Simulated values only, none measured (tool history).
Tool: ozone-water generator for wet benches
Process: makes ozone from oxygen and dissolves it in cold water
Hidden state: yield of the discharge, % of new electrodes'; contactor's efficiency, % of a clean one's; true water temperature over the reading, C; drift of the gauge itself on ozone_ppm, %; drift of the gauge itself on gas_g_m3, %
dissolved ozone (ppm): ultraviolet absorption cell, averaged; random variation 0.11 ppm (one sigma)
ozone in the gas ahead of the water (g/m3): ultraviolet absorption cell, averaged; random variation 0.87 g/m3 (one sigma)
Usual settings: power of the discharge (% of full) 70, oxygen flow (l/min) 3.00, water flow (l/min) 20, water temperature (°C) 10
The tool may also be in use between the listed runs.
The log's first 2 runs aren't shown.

| run | hour | power of the discharge (% of full) | oxygen flow (l/min) | water flow (l/min) | water temperature (°C) | hours of work since the electrodes were changed | hours of work since the contactor was cleaned | hours of work since the thermometer was calibrated | dissolved ozone (ppm) | ozone in the gas ahead of the water (g/m3) |
|---|---|---|---|---|---|---|---|---|---|---|
| 3 | 81.2 | 70 | 2.74 | 20 | 10 | 1565 | 4502 | 2424 | 8.5 | 148.0 |
| 4 | 153.8 | 70 | 2.74 | 20 | 10 | 1614 | 4551 | 2473 | 8.7 | 148.1 |
| 5 | 191.5 | 70 | 2.74 | 20 | 10 | 1640 | 4577 | 2499 | 8.8 | 149.0 |
| 6 | 231.0 | 70 | 2.74 | 20 | 10 | 1667 | 4604 | 2526 | 8.6 | 149.5 |
| 7 | 266.0 | 70 | 2.74 | 20 | 10 | 1691 | 4628 | 2550 | 8.7 | 147.9 |
| 8 | 313.2 | 70 | 3.00 | 20 | 17 | 1723 | 4660 | 2583 | 8.4 | 141.1 |
| 9 | 350.9 | 70 | 3.00 | 20 | 17 | 1749 | 4686 | 2608 | 8.3 | 141.6 |
| 10 | 393.0 | 70 | 3.00 | 20 | 10 | 1778 | 4715 | 2637 | 8.8 | 141.2 |
| 11 | 451.6 | 70 | 3.00 | 20 | 10 | 1818 | 4755 | 2677 | 8.8 | 140.5 |
| 12 | 488.1 | 70 | 3.00 | 20 | 10 | 1843 | 4780 | 2702 | 8.8 | 142.0 |
| 13 | 547.7 | 70 | 3.00 | 20 | 10 | 1884 | 4821 | 2743 | 8.9 | 142.4 |
| 14 | 599.5 | 70 | 3.00 | 20 | 10 | 1919 | 4856 | 2778 | 8.8 | 139.2 |
|  | 626.8 | water thermometer calibrated |
| 15 | 657.1 | 70 | 3.00 | 20 | 10 | 1958 | 4895 | 21 | 8.8 | 141.4 |
| 16 | 720.9 | 70 | 4.77 | 20 | 10 | 2002 | 4939 | 64 | 9.3 | 110.4 |
| 17 | 792.5 | 85 | 4.89 | 20 | 10 | 2051 | 4988 | 113 | 11.1 | 125.9 |

Run 18 comes next. What will it give?
| 18 | 857.2 | 87 | 5.06 | 15 | 10 | 2095 | 5032 | 158 | ? | ? |

Run 18 gave dissolved ozone (ppm) 14.2, ozone in the gas ahead of the water (g/m3) 126.8.
Without the tool's hidden state the same run would have given dissolved ozone (ppm) 14.2, ozone in the gas ahead of the water (g/m3) 126.8.

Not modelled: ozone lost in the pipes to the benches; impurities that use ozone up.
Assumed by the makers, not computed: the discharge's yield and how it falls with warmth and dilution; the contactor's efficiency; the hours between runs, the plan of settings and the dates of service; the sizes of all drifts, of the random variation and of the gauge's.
